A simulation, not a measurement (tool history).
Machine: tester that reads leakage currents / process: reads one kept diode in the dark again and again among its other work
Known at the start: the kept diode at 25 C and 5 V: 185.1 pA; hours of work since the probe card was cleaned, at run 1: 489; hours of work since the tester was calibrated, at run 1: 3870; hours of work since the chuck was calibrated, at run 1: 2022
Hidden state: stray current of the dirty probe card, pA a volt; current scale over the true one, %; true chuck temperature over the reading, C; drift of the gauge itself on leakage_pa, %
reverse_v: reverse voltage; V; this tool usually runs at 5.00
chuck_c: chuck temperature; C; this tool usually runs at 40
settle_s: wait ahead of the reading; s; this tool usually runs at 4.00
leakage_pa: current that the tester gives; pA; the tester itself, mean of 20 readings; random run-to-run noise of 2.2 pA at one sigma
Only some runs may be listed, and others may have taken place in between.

run    hour  reverse_v  chuck_c  settle_s  hours of work since the probe card was cleaned  hours of work since the tester was calibrated  hours of work since the chuck was calibrated  leakage_pa
  1     0.0       5.00       40      4.00                                             489                                           3870                                          2022      748.68
       46.4  -- chuck's temperature calibrated
  2    90.9       6.03       40      4.00                                             534                                           3915                                            23      812.89
  3   186.4       6.03       40      4.00                                             583                                           3964                                            72      814.56
  4   350.2       6.03       40      4.00                                             667                                           4048                                           156      813.30
  5   459.9       6.03       40      4.00                                             724                                           4105                                           212      806.49
  6   541.3       5.00       42      4.00                                             766                                           4147                                           254      892.81
  7   671.1       5.00       42      4.00                                             832                                           4213                                           321      892.09
  8   764.2       5.00       42      4.00                                             880                                           4261                                           369      893.88
  9   881.1       5.00       40      2.05                                             940                                           4321                                           429      749.23
     1021.4  -- tester calibrated
 10  1065.8       5.00       40      2.05                                            1034                                             23                                           523      748.57
 11  1220.1       5.00       40      4.00                                            1113                                            102                                           602      746.12
 12  1395.4       5.00       34      4.00                                            1203                                            192                                           692      434.31
 13  1496.7       5.00       34      4.00                                            1255                                            244                                           744      437.16
 14  1645.5       5.00       40      4.00                                            1332                                            321                                           820      743.36
 15  1829.6       5.00       40      1.33                                            1426                                            415                                           915      748.46
 16  2016.3       5.00       40      1.33                                            1522                                            511                                          1011      750.86
 17  2176.8       1.98       40      4.00                                            1605                                            594                                          1093      495.79
 18  2337.8       1.98       40      4.00                                            1687                                            676                                          1176      496.25
 19  2450.6       5.00       40      8.99                                            1745                                            734                                          1234      746.37
 20  2629.5       5.00       40      8.99                                            1837                                            826                                          1326      745.15
 21  2825.6      11.99       40      0.36                                            1938                                            927                                          1427     1108.83
 22  2918.1       5.34       59      6.07                                            1986                                            974                                          1474     3771.24
 23  3038.7       1.50       40      6.59                                            2048                                           1036                                          1536      442.27
 24  3143.1       5.00       25      4.00                                            2101                                           1090                                          1590      185.90
 25  3245.1       3.42       50      6.92                                            2154                                           1142                                          1642     1492.55
 26  3325.4       3.42       50      6.92                                            2195                                           1184                                          1683     1491.08
 27  3501.5       5.65       27      1.48                                            2285                                           1274                                          1774      238.36
 28  3660.5       5.65       27      5.26                                            2367                                           1356                                          1856      237.90
 29  3799.3       5.00       37      0.96                                            2438                                           1427                                          1927      572.06
 30  3981.2      12.36       35      7.38                                            2532                                           1521                                          2020      712.03
     4031.8  -- chuck's temperature calibrated
 31  4107.1       5.00       45      7.25                                            2595                                           1584                                            39     1151.07
 32  4296.8       4.25       21      0.54                                            2693                                           1682                                           136      118.40
 33  4391.5       4.25       21      0.54                                            2741                                           1730                                           185      118.97
 34  4576.0       4.25       21      0.54                                            2836                                           1825                                           280      118.16
 35  4752.4       4.25       21      0.54                                            2927                                           1916                                           370      118.33
 36  4834.4       4.25       21      0.54                                            2969                                           1958                                           412      118.06
 37  4924.1       4.25       21      0.54                                            3015                                           2004                                           458      118.65
 38  5109.5      12.48       55      0.54                                            3110                                           2099                                           554     3982.17
 39  5218.2      10.13       32      0.51                                            3166                                           2155                                           609      500.02
 40  5384.2       2.17       28      0.97                                            3251                                           2240                                           695      171.76

Entry by entry between the runs, the difference in hidden state between the last listed run before and the first listed run after:
Run 1 -> run 2: chuck's temperature calibrated (hour 46.4)
  true chuck temperature over the reading, C: 0.01 -> 0
Run 9 -> run 10: tester calibrated (hour 1021.4)
  current scale over the true one, %: -0.01 -> 0
Run 30 -> run 31: chuck's temperature calibrated (hour 4031.8)
  true chuck temperature over the reading, C: 0.01 -> 0
